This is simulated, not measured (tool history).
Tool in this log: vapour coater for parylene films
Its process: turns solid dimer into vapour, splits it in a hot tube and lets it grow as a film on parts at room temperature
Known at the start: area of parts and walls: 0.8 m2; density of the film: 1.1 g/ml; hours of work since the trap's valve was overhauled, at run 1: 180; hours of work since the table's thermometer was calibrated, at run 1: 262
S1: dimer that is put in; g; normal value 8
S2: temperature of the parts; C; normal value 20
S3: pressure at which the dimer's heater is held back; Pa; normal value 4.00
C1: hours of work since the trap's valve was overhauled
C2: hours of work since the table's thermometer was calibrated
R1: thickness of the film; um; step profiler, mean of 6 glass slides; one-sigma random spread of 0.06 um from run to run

{"run": 1, "hour": 0.0, "S1": 8, "S2": 20, "S3": 4.0, "C1": 180, "C2": 262, "R1": 7.13}
{"run": 2, "hour": 78.1, "S1": 8, "S2": 20, "S3": 4.0, "C1": 227, "C2": 308, "R1": 7.05}
{"run": 3, "hour": 125.6, "S1": 8, "S2": 20, "S3": 4.0, "C1": 255, "C2": 336, "R1": 7.06}
{"run": 4, "hour": 165.9, "S1": 8, "S2": 20, "S3": 4.0, "C1": 278, "C2": 359, "R1": 7.03}
{"run": 5, "hour": 242.6, "S1": 8, "S2": 20, "S3": 8.95, "C1": 324, "C2": 405, "R1": 6.05}
{"run": 6, "hour": 302.2, "S1": 8, "S2": 20, "S3": 8.95, "C1": 359, "C2": 440, "R1": 6.06}
{"run": 7, "hour": 368.5, "S1": 8, "S2": 20, "S3": 8.95, "C1": 398, "C2": 479, "R1": 6.14}
{"run": 8, "hour": 440.6, "S1": 8, "S2": 20, "S3": 4.0, "C1": 441, "C2": 522, "R1": 7.1}
{"run": 9, "hour": 503.1, "S1": 8, "S2": 20, "S3": 5.85, "C1": 477, "C2": 558, "R1": 6.56}
{"run": 10, "hour": 551.8, "S1": 8, "S2": 20, "S3": 4.0, "C1": 506, "C2": 587, "R1": 7.1}
{"run": 11, "hour": 617.0, "S1": 8, "S2": 20, "S3": 4.0, "C1": 545, "C2": 626, "R1": 7.09}
{"run": 12, "hour": 658.5, "S1": 8, "S2": 20, "S3": 4.0, "C1": 569, "C2": 650, "R1": 7.01}
{"run": 13, "hour": 723.5, "S1": 8, "S2": 20, "S3": 4.0, "C1": 608, "C2": 689, "R1": 7.04}
{"hour": 731.4, "done": "trap's valve overhauled"}
{"run": 14, "hour": 762.1, "S1": 8, "S2": 26, "S3": 2.83, "C1": 18, "C2": 709, "R1": 6.12}
{"run": 15, "hour": 811.6, "S1": 5, "S2": 21, "S3": 6.19, "C1": 47, "C2": 738, "R1": 3.93}
{"run": 16, "hour": 855.0, "S1": 3, "S2": 18, "S3": 7.96, "C1": 73, "C2": 764, "R1": 2.45}
{"run": 17, "hour": 925.5, "S1": 5, "S2": 20, "S3": 4.0, "C1": 115, "C2": 805, "R1": 4.43}
{"run": 18, "hour": 992.6, "S1": 7, "S2": 18, "S3": 3.32, "C1": 154, "C2": 845, "R1": 6.8}
{"run": 19, "hour": 1026.5, "S1": 7, "S2": 18, "S3": 3.32, "C1": 174, "C2": 865, "R1": 6.89}
{"run": 20, "hour": 1104.3, "S1": 11, "S2": 18, "S3": 7.05, "C1": 220, "C2": 911, "R1": 9.35}
{"run": 21, "hour": 1158.5, "S1": 7, "S2": 23, "S3": 2.7, "C1": 252, "C2": 943, "R1": 6.03}
{"run": 22, "hour": 1198.1, "S1": 8, "S2": 13, "S3": 4.0, "C1": 275, "C2": 966, "R1": 8.74}
{"run": 23, "hour": 1276.2, "S1": 8, "S2": 19, "S3": 6.8, "C1": 322, "C2": 1012, "R1": 6.6}
{"run": 24, "hour": 1316.2, "S1": 3, "S2": 20, "S3": 4.99, "C1": 345, "C2": 1036, "R1": 2.52}

4 options for the next run, each taken on its own from the tool as it stands now. Forecast them:
{"run": "A", "hour": 1378.8, "S1": 8, "S2": 26, "S3": 4.0, "C1": 382, "C2": 1073, "R1": "?"}
{"run": "B", "hour": 1378.8, "S1": 10, "S2": 30, "S3": 4.92, "C1": 382, "C2": 1073, "R1": "?"}
{"run": "C", "hour": 1378.8, "S1": 10, "S2": 20, "S3": 3.14, "C1": 382, "C2": 1073, "R1": "?"}
{"run": "D", "hour": 1378.8, "S1": 3, "S2": 19, "S3": 4.99, "C1": 382, "C2": 1073, "R1": "?"}

run=A R1=5.80
run=B R1=6.13
run=C R1=9.24
run=D R1=2.59
Without the tool's hidden state the same runs would have given:
run=A R1=5.81
run=B R1=6.14
run=C R1=9.25
run=D R1=2.59

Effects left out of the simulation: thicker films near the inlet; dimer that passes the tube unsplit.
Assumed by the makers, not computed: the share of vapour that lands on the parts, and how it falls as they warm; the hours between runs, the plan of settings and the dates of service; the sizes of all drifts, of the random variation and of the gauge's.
